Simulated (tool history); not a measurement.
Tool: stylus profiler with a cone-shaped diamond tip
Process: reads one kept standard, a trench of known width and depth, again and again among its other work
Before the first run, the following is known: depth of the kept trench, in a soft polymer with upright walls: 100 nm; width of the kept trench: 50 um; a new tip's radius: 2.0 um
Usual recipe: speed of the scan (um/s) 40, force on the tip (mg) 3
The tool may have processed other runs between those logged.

run	hour	speed of the scan (um/s)	force on the tip (mg)	depth of the trench (angstrom)	width of the trench's floor (um)
1	0	40	3	1004	48.57
2	16.2	40	3	1004.4	48.52
3	32.1	15	3	1003.3	48.57
4	47.3	40	3	1003.6	48.53
5	70.5	40	2.42	1003	48.45
6	86.6	40	2.42	1002.8	48.49
7	105.2	40	2.43	1002.9	48.48
8	118.3	40	2.43	1003.3	48.54
9	138.9	40	3	1003.2	48.56
10	164.7	40	3	1003.2	48.56
11	182.5	39	3	1004.2	48.46
12	203.5	40	3	1003.9	48.57
13	219.2	40	3	1003.8	48.48
14	231.6	40	3	1003.2	48.42
15	245.1	40	3	1003.2	48.49
16	261.1	12	3	1003.6	48.56
17	276.6	46	3	1003.4	48.51
18	292.1	40	3	1003.7	48.48
19	306.7	40	3	1002.7	48.45
20	326.1	100	3	1002.8	48.41
21	336.8	100	3	1003	48.39
22	351.6	100	3	1003.4	48.36
23	369.7	40	1.01	999.4	48.39
24	383.2	40	3	1002.5	48.43
25	399	144	1.48	1000.1	48.22
26	421.9	144	1.48	1000.7	48.15
27	447.6	144	1.48	1000.4	48.14
28	470.6	83	1.93	1001.6	48.35
# hour 479.7: height scale calibrated on a step standard
29	487.8	114	6.35	1010.6	48.36
30	499	18	4.15	1007.6	48.47
31	516.4	45	5.33	1009.8	48.45
32	541.5	54	3	1006.2	48.42
33	556	107	2.19	1005.4	48.29
34	580.5	120	6.31	1010.5	48.4
35	596.9	12	7.71	1011.8	48.48
36	608	12	7.71	1011.5	48.5
37	623.4	35	4.35	1007.2	48.48
38	646	35	4.35	1008.3	48.44
39	660.8	35	4.35	1007.9	48.44
40	687.3	31	5.29	1008.3	48.45
41	706.3	27	2.8	1005.1	48.44
42	732.8	12	2.99	1005.4	48.45
43	747.4	13	4.52	1007.4	48.44
44	771.6	14	3	1006.1	48.45
45	783.5	103	1.46	1003.5	48.2
46	802.1	118	8.1	1011.8	48.33
47	823.8	11	4.63	1007.2	48.49

What if the next run were any one of these 3? Each begins from the tool's condition after run 47:
A	844.4	24	4.63	?	?
B	844.4	122	4.63	?	?
C	844.4	27	5.19	?	?

run	depth of the trench (angstrom)	width of the trench's floor (um)
A	1007	48.38
B	1007.9	48.27
C	1008.2	48.42
With no hidden state in the tool, these same runs would have given:
run	depth of the trench (angstrom)	width of the trench's floor (um)
A	1008.2	48.68
B	1009.2	48.57
C	1009.4	48.72
